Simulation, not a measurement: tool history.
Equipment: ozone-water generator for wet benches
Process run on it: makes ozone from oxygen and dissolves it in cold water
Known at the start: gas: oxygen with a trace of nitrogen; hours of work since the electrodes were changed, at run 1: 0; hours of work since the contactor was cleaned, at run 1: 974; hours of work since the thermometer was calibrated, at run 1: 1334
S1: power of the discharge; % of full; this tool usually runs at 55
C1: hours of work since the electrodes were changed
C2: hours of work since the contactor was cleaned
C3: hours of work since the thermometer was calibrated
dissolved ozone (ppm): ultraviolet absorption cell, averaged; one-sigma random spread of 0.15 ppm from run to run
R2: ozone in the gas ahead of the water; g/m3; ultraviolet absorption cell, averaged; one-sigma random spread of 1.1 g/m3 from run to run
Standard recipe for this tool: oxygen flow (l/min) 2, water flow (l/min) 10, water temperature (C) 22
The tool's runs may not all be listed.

{"run": 1, "day": 0.0, "S1": 55, "oxygen flow (l/min)": 2, "water flow (l/min)": 10, "water temperature (C)": 22, "C1": 0, "C2": 974, "C3": 1334, "dissolved ozone (ppm)": 17.3, "R2": 195.3}
{"run": 2, "day": 6.979, "S1": 55, "oxygen flow (l/min)": 2, "water flow (l/min)": 10, "water temperature (C)": 22, "C1": 152, "C2": 1126, "C3": 1486, "dissolved ozone (ppm)": 17.1, "R2": 196.2}
{"run": 3, "day": 13.108, "S1": 55, "oxygen flow (l/min)": 2, "water flow (l/min)": 10, "water temperature (C)": 22, "C1": 285, "C2": 1259, "C3": 1619, "dissolved ozone (ppm)": 17.1, "R2": 196.8}
{"run": 4, "day": 21.254, "S1": 55, "oxygen flow (l/min)": 2, "water flow (l/min)": 10, "water temperature (C)": 22, "C1": 463, "C2": 1437, "C3": 1797, "dissolved ozone (ppm)": 16.7, "R2": 194.4}
{"run": 5, "day": 25.904, "S1": 55, "oxygen flow (l/min)": 2, "water flow (l/min)": 10, "water temperature (C)": 18, "C1": 564, "C2": 1538, "C3": 1898, "dissolved ozone (ppm)": 17.3, "R2": 192.6}
{"day": 26.342, "done": "water thermometer calibrated"}
{"run": 6, "day": 33.946, "S1": 55, "oxygen flow (l/min)": 2, "water flow (l/min)": 10, "water temperature (C)": 18, "C1": 739, "C2": 1712, "C3": 166, "dissolved ozone (ppm)": 17.7, "R2": 192.4}
{"day": 34.796, "done": "contactor cleaned"}
{"run": 7, "day": 38.45, "S1": 66, "oxygen flow (l/min)": 2.51, "water flow (l/min)": 10, "water temperature (C)": 22, "C1": 833, "C2": 80, "C3": 260, "dissolved ozone (ppm)": 18.2, "R2": 182.5}
{"run": 8, "day": 42.833, "S1": 66, "oxygen flow (l/min)": 2.51, "water flow (l/min)": 10, "water temperature (C)": 22, "C1": 928, "C2": 175, "C3": 355, "dissolved ozone (ppm)": 17.9, "R2": 179.4}
{"run": 9, "day": 49.762, "S1": 79, "oxygen flow (l/min)": 1.25, "water flow (l/min)": 13, "water temperature (C)": 17, "C1": 1079, "C2": 326, "C3": 506, "dissolved ozone (ppm)": 16.1, "R2": 315.9}
{"run": 10, "day": 56.046, "S1": 73, "oxygen flow (l/min)": 2, "water flow (l/min)": 11, "water temperature (C)": 22, "C1": 1216, "C2": 463, "C3": 643, "dissolved ozone (ppm)": 17.2, "R2": 217.7}
{"run": 11, "day": 60.638, "S1": 48, "oxygen flow (l/min)": 2, "water flow (l/min)": 7, "water temperature (C)": 22, "C1": 1316, "C2": 563, "C3": 743, "dissolved ozone (ppm)": 20.6, "R2": 172.4}
{"day": 65.346, "done": "water thermometer calibrated, once more"}
{"run": 12, "day": 65.754, "S1": 48, "oxygen flow (l/min)": 2, "water flow (l/min)": 7, "water temperature (C)": 22, "C1": 1427, "C2": 673, "C3": 9, "dissolved ozone (ppm)": 20.7, "R2": 172.3}

Predict each of these 3 candidate next runs independently; none follows another, all start after run 12:
{"run": "A", "day": 72.658, "S1": 55, "oxygen flow (l/min)": 2, "water flow (l/min)": 9, "water temperature (C)": 22, "C1": 1577, "C2": 824, "C3": 159, "dissolved ozone (ppm)": "?", "R2": "?"}
{"run": "B", "day": 72.658, "S1": 56, "oxygen flow (l/min)": 2, "water flow (l/min)": 11, "water temperature (C)": 15, "C1": 1577, "C2": 824, "C3": 159, "dissolved ozone (ppm)": "?", "R2": "?"}
{"run": "C", "day": 72.658, "S1": 55, "oxygen flow (l/min)": 2.52, "water flow (l/min)": 11, "water temperature (C)": 16, "C1": 1577, "C2": 824, "C3": 159, "dissolved ozone (ppm)": "?", "R2": "?"}

run=A dissolved_ozone_(ppm)=17.7 R2=183.3
run=B dissolved_ozone_(ppm)=16.1 R2=184.2
run=C dissolved_ozone_(ppm)=15.7 R2=156.4
Had the tool no hidden state, the same runs would have come out as:
run=A dissolved_ozone_(ppm)=19.4 R2=197.8
run=B dissolved_ozone_(ppm)=17.7 R2=199
run=C dissolved_ozone_(ppm)=17.3 R2=168.8

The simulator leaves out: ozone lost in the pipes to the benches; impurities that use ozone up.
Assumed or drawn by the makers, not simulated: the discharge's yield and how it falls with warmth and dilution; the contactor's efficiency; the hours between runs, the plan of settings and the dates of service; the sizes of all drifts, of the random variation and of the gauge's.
